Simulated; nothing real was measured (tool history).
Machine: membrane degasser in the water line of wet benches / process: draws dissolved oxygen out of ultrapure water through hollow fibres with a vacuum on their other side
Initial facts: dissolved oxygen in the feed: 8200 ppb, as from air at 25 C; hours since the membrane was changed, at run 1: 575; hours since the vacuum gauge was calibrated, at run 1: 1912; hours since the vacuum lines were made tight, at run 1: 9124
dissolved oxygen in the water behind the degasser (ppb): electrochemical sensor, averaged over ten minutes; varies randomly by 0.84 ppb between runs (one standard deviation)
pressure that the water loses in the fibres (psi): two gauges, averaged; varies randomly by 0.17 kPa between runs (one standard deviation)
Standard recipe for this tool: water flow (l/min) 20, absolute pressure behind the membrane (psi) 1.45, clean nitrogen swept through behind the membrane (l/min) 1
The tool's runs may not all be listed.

| run | day | water flow (l/min) | absolute pressure behind the membrane (psi) | clean nitrogen swept through behind the membrane (l/min) | hours since the membrane was changed | hours since the vacuum gauge was calibrated | hours since the vacuum lines were made tight | dissolved oxygen in the water behind the degasser (ppb) | pressure that the water loses in the fibres (psi) |
|---|---|---|---|---|---|---|---|---|---|
| 1 | 0 | 20 | 1.45 | 1 | 575 | 1912 | 9124 | 320.7 | 8.469 |
| 2 | 2.058 | 20 | 1.45 | 1 | 625 | 1961 | 9173 | 319.6 | 8.463 |
| 3 | 3.433 | 20 | 1.45 | 1 | 658 | 1994 | 9206 | 318.7 | 8.443 |
| 4 | 6.083 | 20 | 1.45 | 1 | 721 | 2058 | 9270 | 319.4 | 8.477 |
| 5 | 8.346 | 20 | 1.45 | 1 | 776 | 2112 | 9324 | 319.5 | 8.485 |
| 6 | 10.883 | 20 | 1.45 | 1 | 836 | 2173 | 9385 | 318.6 | 8.521 |
| 7 | 12.238 | 20 | 1.45 | 1 | 869 | 2206 | 9417 | 319.2 | 8.453 |
| 8 | 13.875 | 20 | 1.45 | 1 | 908 | 2245 | 9457 | 318.5 | 8.499 |
| 9 | 15.221 | 20 | 1.45 | 1 | 940 | 2277 | 9489 | 318.4 | 8.505 |
| 10 | 16.508 | 20 | 1.45 | 1 | 971 | 2308 | 9520 | 319 | 8.466 |
| 11 | 19.158 | 14 | 3.12 | 2.22 | 1035 | 2372 | 9584 | 273.6 | 5.894 |
| 12 | 21.146 | 18 | 1.45 | 1.74 | 1083 | 2419 | 9631 | 178.9 | 7.638 |
| 13 | 23.325 | 18 | 1.45 | 1.74 | 1135 | 2472 | 9684 | 180.6 | 7.603 |

Run 14 comes next. What will it give?
| 14 | 25.871 | 18 | 1.45 | 1.74 | 1196 | 2533 | 9745 | ? | ? |

dissolved oxygen in the water behind the degasser (ppb): 179.1
pressure that the water loses in the fibres (psi): 7.63
Minus the tool's unlogged condition, the same run would have read dissolved oxygen in the water behind the degasser (ppb) 180.5, pressure that the water loses in the fibres (psi) 7.63.

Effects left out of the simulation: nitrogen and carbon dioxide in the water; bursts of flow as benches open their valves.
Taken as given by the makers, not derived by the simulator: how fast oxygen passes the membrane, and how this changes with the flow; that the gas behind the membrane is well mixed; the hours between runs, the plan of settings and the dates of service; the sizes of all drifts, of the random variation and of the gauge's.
